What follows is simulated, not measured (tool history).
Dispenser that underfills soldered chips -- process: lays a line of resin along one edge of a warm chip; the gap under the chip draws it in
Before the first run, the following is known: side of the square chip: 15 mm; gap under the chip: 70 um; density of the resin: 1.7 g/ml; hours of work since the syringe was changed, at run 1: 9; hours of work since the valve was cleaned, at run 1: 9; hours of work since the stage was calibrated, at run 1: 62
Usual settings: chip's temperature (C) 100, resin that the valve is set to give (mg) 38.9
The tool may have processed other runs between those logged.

| run | hour | chip's temperature (C) | resin that the valve is set to give (mg) | hours of work since the syringe was changed | hours of work since the valve was cleaned | hours of work since the stage was calibrated | time until the resin shows at the far edge (s) | resin that the valve gave (mg) |
|---|---|---|---|---|---|---|---|---|
| 1 | 0.0 | 100 | 38.9 | 9 | 9 | 62 | 227.9 | 38.57 |
|  | 1.4 | new syringe of resin |
| 2 | 4.3 | 100 | 38.9 | 2 | 12 | 65 | 168.6 | 38.49 |
| 3 | 10.0 | 100 | 42.1 | 6 | 16 | 69 | 195.7 | 42.06 |
|  | 16.5 | new syringe of resin |
| 4 | 16.6 | 100 | 42.1 | 0 | 20 | 73 | 157.3 | 42.00 |
| 5 | 23.6 | 100 | 42.1 | 5 | 25 | 78 | 188.0 | 41.76 |
| 6 | 27.5 | 96 | 38.9 | 8 | 28 | 81 | 244.0 | 38.25 |
|  | 31.8 | new syringe of resin |
| 7 | 35.4 | 100 | 43.7 | 2 | 33 | 86 | 173.3 | 42.53 |
| 8 | 41.9 | 100 | 43.7 | 7 | 38 | 91 | 204.5 | 42.39 |
|  | 47.1 | new syringe of resin |
| 9 | 49.8 | 100 | 43.7 | 2 | 43 | 96 | 171.0 | 42.67 |
| 10 | 57.1 | 88 | 34.2 | 7 | 48 | 101 | 338.4 | 33.07 |
|  | 62.3 | new syringe of resin |
| 11 | 65.3 | 88 | 34.2 | 2 | 53 | 106 | 280.5 | 33.17 |
| 12 | 69.3 | 88 | 34.2 | 5 | 56 | 109 | 311.1 | 32.79 |
|  | 77.3 | new syringe of resin |
| 13 | 78.0 | 88 | 34.2 | 0 | 62 | 115 | 263.7 | 32.97 |
| 14 | 82.5 | 114 | 35.4 | 4 | 65 | 118 | 118.6 | 34.19 |
| 15 | 86.3 | 108 | 46.2 | 6 | 67 | 120 | 150.0 | 44.34 |
|  | 92.6 | new syringe of resin |
| 16 | 92.7 | 94 | 44.4 | 0 | 72 | 125 | 194.8 | 42.57 |
|  | 94.5 | dispensing valve cleaned and set on the balance |
| 17 | 98.2 | 100 | 34.2 | 3 | 3 | 128 | 181.9 | 34.02 |
| 18 | 102.4 | 100 | 34.2 | 6 | 5 | 131 | 208.0 | 34.14 |

Predict each of these 4 candidate next runs independently; none follows another, all start after run 18:
|  | 108.7 | new syringe of resin |
| A | 109.1 | 108 | 38.9 | 0 | 10 | 135 | ? | ? |
|  | 108.7 | new syringe of resin |
| B | 109.1 | 87 | 34.2 | 0 | 10 | 135 | ? | ? |
|  | 108.7 | new syringe of resin |
| C | 109.1 | 112 | 36.2 | 0 | 10 | 135 | ? | ? |
|  | 108.7 | new syringe of resin |
| D | 109.1 | 109 | 34.4 | 0 | 10 | 135 | ? | ? |

| run | time until the resin shows at the far edge (s) | resin that the valve gave (mg) |
|---|---|---|
| A | 123.1 | 38.91 |
| B | 271.7 | 33.76 |
| C | 108.9 | 35.85 |
| D | 122.9 | 34.28 |
Without the tool's hidden state the same runs would have given:
| run | time until the resin shows at the far edge (s) | resin that the valve gave (mg) |
|---|---|---|
| A | 120.7 | 39.27 |
| B | 265.2 | 34.07 |
| C | 106.7 | 36.18 |
| D | 120.3 | 34.60 |
